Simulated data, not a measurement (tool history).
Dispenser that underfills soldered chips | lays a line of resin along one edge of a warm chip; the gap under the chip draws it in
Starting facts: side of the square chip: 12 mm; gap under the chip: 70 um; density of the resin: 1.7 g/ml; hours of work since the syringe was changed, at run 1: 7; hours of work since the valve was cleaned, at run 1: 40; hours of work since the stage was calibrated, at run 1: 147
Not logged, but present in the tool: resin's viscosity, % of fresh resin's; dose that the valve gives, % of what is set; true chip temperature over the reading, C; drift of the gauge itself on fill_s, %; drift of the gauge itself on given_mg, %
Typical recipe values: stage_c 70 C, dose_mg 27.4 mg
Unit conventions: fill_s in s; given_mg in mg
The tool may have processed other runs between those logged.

run	day	stage_c	dose_mg	hours of work since the syringe was changed	hours of work since the valve was cleaned	hours of work since the stage was calibrated	fill_s	given_mg
1	0.000	70	27.4	7	40	147	47.0	26.88
# day 0.096: new syringe of resin
2	0.208	70	27.4	2	44	151	39.4	26.84
3	0.429	70	27.4	6	48	155	47.2	26.76
# day 0.533: new syringe of resin
4	0.671	70	27.7	3	52	159	39.6	27.11
# day 0.838: dispensing valve cleaned and set on the balance
5	0.967	70	27.7	7	2	164	49.8	27.57
# day 1.012: new syringe of resin
6	1.138	69	27.7	2	5	167	41.4	27.73
7	1.325	70	27.4	6	9	170	46.1	27.20
# day 1.454: new syringe of resin
8	1.512	70	27.4	1	12	174	38.5	27.21
9	1.742	70	24.5	5	16	178	46.3	24.24
# day 1.896: new syringe of resin
10	2.046	70	24.5	3	22	183	41.3	24.17
11	2.312	63	32.3	8	27	188	63.2	31.73
# day 2.338: new syringe of resin
12	2.583	71	24.9	5	32	193	42.8	24.52
# day 2.792: new syringe of resin
13	2.850	83	30.1	1	36	198	22.6	29.47
14	2.975	65	29.5	3	39	200	50.0	28.83
15	3.092	57	29.5	6	41	202	76.3	28.89
# day 3.238: new syringe of resin
16	3.238	82	26.1	0	43	205	22.4	25.45
17	3.521	82	26.1	5	49	210	28.8	25.48
# day 3.696: new syringe of resin
18	3.708	82	26.1	0	52	213	23.3	25.51

Forecast run 19:
# day 3.904: dispensing valve cleaned and set on the balance
19	3.988	82	26.1	5	2	218	?	?

{"run 19": {"fill_s": 29.3, "given_mg": 26.01}}
Take away the tool's hidden state, keep the run-to-run variation as it was, and the same run would have given fill_s 22.5 s, given_mg 25.99 mg.

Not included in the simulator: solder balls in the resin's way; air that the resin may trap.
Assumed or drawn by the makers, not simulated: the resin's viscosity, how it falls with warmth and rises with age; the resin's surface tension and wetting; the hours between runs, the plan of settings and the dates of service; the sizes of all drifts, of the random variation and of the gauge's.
